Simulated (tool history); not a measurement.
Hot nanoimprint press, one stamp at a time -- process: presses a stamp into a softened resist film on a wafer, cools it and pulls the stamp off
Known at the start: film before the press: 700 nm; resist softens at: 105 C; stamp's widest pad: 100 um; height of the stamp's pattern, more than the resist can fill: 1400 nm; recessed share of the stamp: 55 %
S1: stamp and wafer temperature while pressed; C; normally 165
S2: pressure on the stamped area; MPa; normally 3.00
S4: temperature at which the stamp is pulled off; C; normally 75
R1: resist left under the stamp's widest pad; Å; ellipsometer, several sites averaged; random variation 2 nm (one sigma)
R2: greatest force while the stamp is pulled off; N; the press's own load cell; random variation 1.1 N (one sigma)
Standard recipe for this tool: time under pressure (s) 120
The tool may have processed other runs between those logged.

run 1 hour=0.0 | S1=165 S2=3.00 time_under_pressure_(s)=120 S4=75 | R1=3089 R2=98
run 2 hour=27.4 | S1=165 S2=3.00 time_under_pressure_(s)=120 S4=75 | R1=3100 R2=95
run 3 hour=56.2 | S1=165 S2=3.00 time_under_pressure_(s)=120 S4=75 | R1=3059 R2=97
run 4 hour=72.1 | S1=165 S2=3.00 time_under_pressure_(s)=120 S4=75 | R1=3066 R2=98
run 5 hour=92.8 | S1=165 S2=3.00 time_under_pressure_(s)=120 S4=75 | R1=3105 R2=96
run 6 hour=109.0 | S1=165 S2=3.00 time_under_pressure_(s)=120 S4=75 | R1=3061 R2=100
-- hour=114.6 plate thermocouple calibrated
run 7 hour=127.7 | S1=165 S2=3.00 time_under_pressure_(s)=93 S4=75 | R1=3341 R2=97
run 8 hour=161.3 | S1=165 S2=3.00 time_under_pressure_(s)=120 S4=75 | R1=2993 R2=100
run 9 hour=196.5 | S1=165 S2=3.00 time_under_pressure_(s)=120 S4=75 | R1=3012 R2=101
run 10 hour=214.0 | S1=156 S2=3.00 time_under_pressure_(s)=159 S4=75 | R1=4629 R2=101
run 11 hour=242.7 | S1=165 S2=3.00 time_under_pressure_(s)=145 S4=75 | R1=2792 R2=102
run 12 hour=264.2 | S1=165 S2=2.01 time_under_pressure_(s)=120 S4=75 | R1=3518 R2=101
-- hour=275.5 plate thermocouple calibrated, once more
run 13 hour=297.4 | S1=165 S2=2.94 time_under_pressure_(s)=120 S4=66 | R1=3205 R2=124
run 14 hour=316.5 | S1=165 S2=2.94 time_under_pressure_(s)=120 S4=66 | R1=3211 R2=123
-- hour=345.9 stamp cleaned and given a new release coat
run 15 hour=359.2 | S1=153 S2=3.00 time_under_pressure_(s)=113 S4=75 | R1=5849 R2=93
run 16 hour=386.7 | S1=153 S2=1.87 time_under_pressure_(s)=161 S4=75 | R1=5958 R2=95
run 17 hour=421.5 | S1=153 S2=1.87 time_under_pressure_(s)=161 S4=75 | R1=5991 R2=95
run 18 hour=443.7 | S1=153 S2=4.04 time_under_pressure_(s)=160 S4=63 | R1=5069 R2=114

Below are 5 alternative next runs, each starting from the tool's condition after run 18. Predict each:
run A hour=460.5 | S1=163 S2=3.00 time_under_pressure_(s)=120 S4=79 | R1=? R2=?
run B hour=460.5 | S1=153 S2=2.90 time_under_pressure_(s)=160 S4=63 | R1=? R2=?
run C hour=460.5 | S1=165 S2=3.72 time_under_pressure_(s)=196 S4=75 | R1=? R2=?
run D hour=460.5 | S1=153 S2=1.84 time_under_pressure_(s)=160 S4=81 | R1=? R2=?
run E hour=460.5 | S1=173 S2=4.15 time_under_pressure_(s)=160 S4=75 | R1=? R2=?

run=A R1=3554 R2=88
run=B R1=5480 R2=115
run=C R1=2297 R2=95
run=D R1=5860 R2=85
run=E R1=1382 R2=93
Stripped of hidden state, with their random variation kept, the same runs would have yielded:
run=A R1=3619 R2=85
run=B R1=5545 R2=111
run=C R1=2341 R2=92
run=D R1=5915 R2=82
run=E R1=1404 R2=90

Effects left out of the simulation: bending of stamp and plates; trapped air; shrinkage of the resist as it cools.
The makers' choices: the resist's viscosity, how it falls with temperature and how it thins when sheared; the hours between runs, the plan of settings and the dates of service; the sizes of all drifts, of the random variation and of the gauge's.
